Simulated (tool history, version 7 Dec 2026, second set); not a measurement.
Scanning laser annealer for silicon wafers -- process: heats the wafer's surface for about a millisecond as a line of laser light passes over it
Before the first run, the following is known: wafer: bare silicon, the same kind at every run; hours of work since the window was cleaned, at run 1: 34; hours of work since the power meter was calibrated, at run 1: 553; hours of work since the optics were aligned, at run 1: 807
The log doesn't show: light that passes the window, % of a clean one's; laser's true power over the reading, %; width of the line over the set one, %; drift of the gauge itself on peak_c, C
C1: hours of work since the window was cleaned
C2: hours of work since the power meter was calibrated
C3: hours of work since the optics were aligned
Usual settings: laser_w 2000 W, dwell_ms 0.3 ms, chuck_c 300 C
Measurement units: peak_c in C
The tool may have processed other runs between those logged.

Run 1, hour 0: usual settings; C1 34; C2 553; C3 807. Result: peak_c 1081 C.
Run 2, hour 11.7: usual settings; C1 42; C2 561; C3 815. Result: peak_c 1084 C.
Run 3, hour 25.8: usual settings but chuck_c 302 C; C1 52; C2 571; C3 825. Result: peak_c 1082 C.
Run 4, hour 39.5: usual settings but chuck_c 302 C; C1 61; C2 580; C3 834. Result: peak_c 1083 C.
Run 5, hour 62.8: usual settings but chuck_c 302 C; C1 77; C2 596; C3 850. Result: peak_c 1079 C.
Run 6, hour 80.3: usual settings but dwell_ms 0.245 ms; C1 89; C2 608; C3 862. Result: peak_c 1007 C.
Run 7, hour 102.1: usual settings but dwell_ms 0.245 ms; C1 104; C2 623; C3 877. Result: peak_c 1006 C.
Run 8, hour 118.5: usual settings but laser_w 2160 W, dwell_ms 0.338 ms, chuck_c 263 C; C1 115; C2 634; C3 889. Result: peak_c 1158 C.
At hour 123.1: laser's power meter calibrated.
Run 9, hour 135.3: usual settings but dwell_ms 0.367 ms, chuck_c 313 C; C1 125; C2 8; C3 898. Result: peak_c 1167 C.
Run 10, hour 150.1: usual settings but dwell_ms 0.326 ms; C1 135; C2 19; C3 908. Result: peak_c 1105 C.
Run 11, hour 167.2: usual settings but dwell_ms 0.326 ms; C1 147; C2 30; C3 920. Result: peak_c 1107 C.

Across each entry between runs, compare the hidden state at the last listed run before it with the hidden state at the first listed run after it:
In the gap between runs 8 and 9: laser's power meter calibrated (hour 123.1)
  light that passes the window, % of a clean one's: 99.12 -> 99.06; laser's true power over the reading, %: -0.57 -> -0.85; width of the line over the set one, %: 2.63 -> 2.65
  measured less the result without the state, peak_c: -29 -> -31 C

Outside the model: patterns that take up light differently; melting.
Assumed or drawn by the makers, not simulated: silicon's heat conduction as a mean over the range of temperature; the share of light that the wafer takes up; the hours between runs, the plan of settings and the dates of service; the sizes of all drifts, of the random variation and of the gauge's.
